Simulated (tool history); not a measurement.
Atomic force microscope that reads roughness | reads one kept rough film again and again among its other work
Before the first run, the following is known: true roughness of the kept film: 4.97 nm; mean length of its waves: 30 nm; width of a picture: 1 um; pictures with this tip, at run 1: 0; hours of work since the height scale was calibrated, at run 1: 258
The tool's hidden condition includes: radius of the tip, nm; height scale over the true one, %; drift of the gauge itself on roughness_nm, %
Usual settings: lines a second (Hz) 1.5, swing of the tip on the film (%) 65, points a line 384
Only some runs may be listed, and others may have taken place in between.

run	hour	lines a second (Hz)	swing of the tip on the film (%)	points a line	pictures with this tip	hours of work since the height scale was calibrated	roughness of the kept film (nm (root mean square))
1	0	1.5	65	384	0	258	4.299
2	18.6	1.5	65	384	25	272	4.245
3	28.6	1.5	65	384	39	279	4.256
4	47.3	1.5	65	384	65	292	4.223
5	55.1	1.5	65	384	76	298	4.188
6	67.6	1.5	60	384	93	307	4.197
7	79.8	1.5	60	384	109	316	4.207
8	98.5	1.5	60	396	135	330	4.163
9	112.7	1.5	60	396	154	340	4.164
10	123.7	1.5	65	384	170	348	4.079
11	136	1.85	88	375	186	357	3.762
12	152.9	1.62	78	440	210	369	3.907
# hour 155.4: height scale calibrated on a step standard
13	172.2	1.45	66	440	235	12	4.027
14	187.4	1.45	65	314	256	23	3.992
15	201.9	1.45	65	314	276	34	3.968
16	209.7	1.45	65	314	286	39	3.95
17	223.3	1.45	65	314	305	49	3.946
18	231.1	1.45	65	921	316	55	3.98
19	245	1.45	58	921	335	65	3.968

Describe how what the log doesn't record of the tool's condition differs between the last listed run preceding each entry between runs and the first listed run following it.
Runs 12 to 13: height scale calibrated on a step standard (hour 155.4)
  radius of the tip, nm: 8 -> 8.3; height scale over the true one, %: -0.63 -> -0.83
  measured less the result without the state, roughness of the kept film (nm (root mean square)): -0.255 -> -0.299

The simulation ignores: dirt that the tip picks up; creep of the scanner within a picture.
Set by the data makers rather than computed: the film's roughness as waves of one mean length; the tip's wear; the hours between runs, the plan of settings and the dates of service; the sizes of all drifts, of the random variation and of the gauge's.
